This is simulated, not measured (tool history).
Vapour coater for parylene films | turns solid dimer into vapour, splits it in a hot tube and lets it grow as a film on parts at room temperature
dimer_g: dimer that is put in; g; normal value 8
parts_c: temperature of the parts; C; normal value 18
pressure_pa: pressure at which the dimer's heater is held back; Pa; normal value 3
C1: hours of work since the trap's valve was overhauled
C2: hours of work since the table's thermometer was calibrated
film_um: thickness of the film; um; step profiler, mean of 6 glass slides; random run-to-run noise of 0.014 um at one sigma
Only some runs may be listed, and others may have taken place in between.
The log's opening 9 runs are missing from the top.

run 10 hour=164.8 | dimer_g=8 parts_c=18 pressure_pa=3 | C1=249 C2=192 | film_um=1.34
run 11 hour=177.7 | dimer_g=8 parts_c=18 pressure_pa=3 | C1=259 C2=202 | film_um=1.35
run 12 hour=199.6 | dimer_g=8 parts_c=18 pressure_pa=4.94 | C1=277 C2=220 | film_um=1.26
run 13 hour=215.1 | dimer_g=8 parts_c=18 pressure_pa=4.94 | C1=290 C2=233 | film_um=1.24
run 14 hour=230 | dimer_g=5 parts_c=18 pressure_pa=3 | C1=302 C2=245 | film_um=0.83
run 15 hour=241.3 | dimer_g=8 parts_c=23 pressure_pa=3 | C1=311 C2=254 | film_um=1.18
run 16 hour=259.2 | dimer_g=8 parts_c=18 pressure_pa=3 | C1=326 C2=268 | film_um=1.34
run 17 hour=282.9 | dimer_g=8 parts_c=18 pressure_pa=3 | C1=345 C2=288 | film_um=1.34
run 18 hour=294.3 | dimer_g=8 parts_c=11 pressure_pa=11.17 | C1=354 C2=297 | film_um=1.24
-- hour=296.8 table's thermometer calibrated
run 19 hour=316.8 | dimer_g=5 parts_c=15 pressure_pa=3 | C1=372 C2=16 | film_um=0.89
run 20 hour=336.1 | dimer_g=8 parts_c=22 pressure_pa=3 | C1=387 C2=32 | film_um=1.22
run 21 hour=349.5 | dimer_g=4 parts_c=12 pressure_pa=7.87 | C1=398 C2=43 | film_um=0.66
-- hour=358.1 table's thermometer calibrated, once more
run 22 hour=377.6 | dimer_g=4 parts_c=12 pressure_pa=7.87 | C1=420 C2=16 | film_um=0.62
run 23 hour=396.3 | dimer_g=4 parts_c=12 pressure_pa=7.87 | C1=436 C2=31 | film_um=0.65
run 24 hour=414.4 | dimer_g=4 parts_c=12 pressure_pa=7.87 | C1=450 C2=46 | film_um=0.64
run 25 hour=440.5 | dimer_g=11 parts_c=11 pressure_pa=7.87 | C1=472 C2=67 | film_um=1.78
run 26 hour=461.8 | dimer_g=11 parts_c=11 pressure_pa=6.44 | C1=489 C2=84 | film_um=1.82
run 27 hour=481 | dimer_g=13 parts_c=24 pressure_pa=3.31 | C1=505 C2=100 | film_um=1.78
run 28 hour=494.5 | dimer_g=13 parts_c=24 pressure_pa=3.31 | C1=516 C2=111 | film_um=1.78
-- hour=506.9 trap's valve overhauled
run 29 hour=525.9 | dimer_g=13 parts_c=24 pressure_pa=3.31 | C1=15 C2=133 | film_um=2.01
run 30 hour=539.1 | dimer_g=9 parts_c=10 pressure_pa=8.37 | C1=26 C2=144 | film_um=1.62
run 31 hour=564.2 | dimer_g=12 parts_c=10 pressure_pa=4.72 | C1=47 C2=165 | film_um=2.36
run 32 hour=578.5 | dimer_g=5 parts_c=21 pressure_pa=3 | C1=58 C2=176 | film_um=0.83
run 33 hour=597 | dimer_g=4 parts_c=21 pressure_pa=3.21 | C1=73 C2=191 | film_um=0.66
run 34 hour=609.8 | dimer_g=8 parts_c=21 pressure_pa=10.74 | C1=84 C2=202 | film_um=1.09

Each row is a separate what-if for the run after 34, all from the same tool condition, not one after another. Results?
run A hour=623.2 | dimer_g=11 parts_c=18 pressure_pa=3 | C1=95 C2=213 | film_um=?
run B hour=623.2 | dimer_g=10 parts_c=21 pressure_pa=8.04 | C1=95 C2=213 | film_um=?
run C hour=623.2 | dimer_g=11 parts_c=18 pressure_pa=4.64 | C1=95 C2=213 | film_um=?
run D hour=623.2 | dimer_g=8 parts_c=20 pressure_pa=3.13 | C1=95 C2=213 | film_um=?

run=A film_um=1.95
run=B film_um=1.4
run=C film_um=1.82
run=D film_um=1.35
With the hidden condition removed and each run's random variation left untouched, the same runs would have given:
run=A film_um=2.01
run=B film_um=1.44
run=C film_um=1.87
run=D film_um=1.39
